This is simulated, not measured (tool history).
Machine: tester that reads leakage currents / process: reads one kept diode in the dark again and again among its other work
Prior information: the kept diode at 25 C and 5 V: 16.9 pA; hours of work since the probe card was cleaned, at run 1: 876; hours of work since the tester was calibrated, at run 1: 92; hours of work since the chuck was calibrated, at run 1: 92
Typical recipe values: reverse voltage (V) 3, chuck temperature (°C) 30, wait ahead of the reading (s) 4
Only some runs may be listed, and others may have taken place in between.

run,hour,reverse voltage (V),chuck temperature (°C),wait ahead of the reading (s),hours of work since the probe card was cleaned,hours of work since the tester was calibrated,hours of work since the chuck was calibrated,current that the tester gives (pA)
1,0,3,30,4,876,92,92,27.49
2,29.8,3,30,4,899,116,116,27.65
3,65,3,30,4,926,143,143,27.71
4,98.7,3,30,4,953,170,170,27.59
5,131,3,29,4,978,195,195,26.02
6,159.1,3,42,4,1000,217,217,61.62
7,184.4,3,30,4,1020,237,237,27.71
8,206.4,3,30,4,1037,254,254,27.69
9,221.4,3,30,4,1049,266,266,27.7
10,240.7,3,30,3.87,1064,281,281,27.75
11,256.3,3,30,3.87,1077,293,293,27.76
12,287.7,3,30,3.87,1101,318,318,27.91
13,313.3,3,30,4,1121,338,338,27.65
14,348.5,3,30,4,1149,366,366,27.76
15,382,3,30,4,1175,392,392,27.85
16,413.8,3,30,4,1200,417,417,27.87
17,437.6,3,30,4,1219,436,436,27.73
# hour 448.6: probe card cleaned and baked
18,459.4,3,30,4,8,450,450,20.35
19,485.4,3,30,4,29,471,471,20.34
20,509.3,3,30,4,48,490,490,20.22
21,543.7,1.68,30,1.9,75,516,516,16.96
22,562.1,1.68,30,1.9,89,531,531,16.95
23,586.4,2.87,30,4,108,550,550,20.03
# hour 593.2: chuck's temperature calibrated
24,606,2.64,30,1.29,122,564,10,22.58
25,630.5,1.9,34,5.93,141,583,29,27.21
26,657.4,1.48,36,6.94,162,604,50,29.44
27,678.5,1.48,36,6.94,179,621,67,29.16
28,694.2,2.08,30,4,191,633,79,20.65
29,727.1,2.08,30,4,217,659,105,20.38
30,748.6,5.3,54,2.29,234,676,122,165.19
31,769.6,3,23,6.02,250,692,138,13.56
32,787.3,18.78,44,4,264,706,152,125.49
33,812.1,2.97,24,4,284,726,172,14.77
34,846.5,2.28,25,1.81,311,753,199,14.55
35,868.6,1.79,59,8.14,328,770,216,163.74
36,899.3,1.04,34,0.41,352,794,240,22.55
37,924.1,1.81,35,0.41,372,813,260,29.68
38,943.7,9.19,55,4.1,387,829,275,207.61
39,970.4,4.52,24,2.98,408,850,296,18.31
40,994.7,7.19,30,4,427,869,315,33.77

What if the next run were any one of these 3? Each begins from the tool's condition after run 40:
A,1017.9,3.73,30,4,445,887,333,?
B,1017.9,2.36,30,5.21,445,887,333,?
C,1017.9,7.19,30,0.39,445,887,333,?

run,current that the tester gives (pA)
A,25.45
B,21.24
C,39.16
Had the tool no hidden state, the same runs would have come out as:
run,current that the tester gives (pA)
A,23.8
B,20.62
C,34.67
